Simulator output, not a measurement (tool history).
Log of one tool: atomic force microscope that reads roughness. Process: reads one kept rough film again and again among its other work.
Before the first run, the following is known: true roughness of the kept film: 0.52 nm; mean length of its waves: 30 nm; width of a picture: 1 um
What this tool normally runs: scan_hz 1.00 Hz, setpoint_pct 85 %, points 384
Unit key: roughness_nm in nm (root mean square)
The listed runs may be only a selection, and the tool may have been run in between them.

run   hour  scan_hz  setpoint_pct  points  roughness_nm
  1    0.0     1.00            85     384        0.4706
  2   42.5     1.00            85     384        0.4684
      73.2  -- new tip fitted
  3   94.2     1.00            60     384        0.5031
  4  155.8     1.00            85     384        0.4741
  5  217.5     1.00            85     384        0.4699
     259.9  -- new tip fitted
  6  267.2     1.00            65     384        0.5018
     273.9  -- height scale calibrated on a step standard
  7  327.3     1.00            65     384        0.4987
  8  381.1     1.00            65     384        0.4952
  9  412.1     1.00            85     887        0.4730
     445.5  -- new tip fitted
 10  464.0     1.00            77     575        0.4941
     487.9  -- height scale calibrated on a step standard, once more
 11  522.0     1.00            77     575        0.4823
 12  556.8     1.00            77     575        0.4802
 13  616.4     2.91            69     542        0.4571
     632.0  -- new tip fitted
 14  680.2     1.68            60     779        0.4936
 15  741.6     1.68            62     779        0.4872
 16  798.3     1.68            62     779        0.4827

What if the next run were any one of these 4? Each begins from the tool's condition after run 16:
     815.7  -- new tip fitted
  A  825.7     1.53            70     464             ?
     815.7  -- new tip fitted
  B  825.7     0.73            67     868             ?
     815.7  -- new tip fitted
  C  825.7     2.26            62     331             ?
     815.7  -- new tip fitted
  D  825.7     1.00            56     492             ?

run  roughness_nm
  A        0.4842
  B        0.5029
  C        0.4852
  D        0.5063
Stripped of hidden state, with their random variation kept, the same runs would have yielded:
run  roughness_nm
  A        0.4845
  B        0.5032
  C        0.4855
  D        0.5066
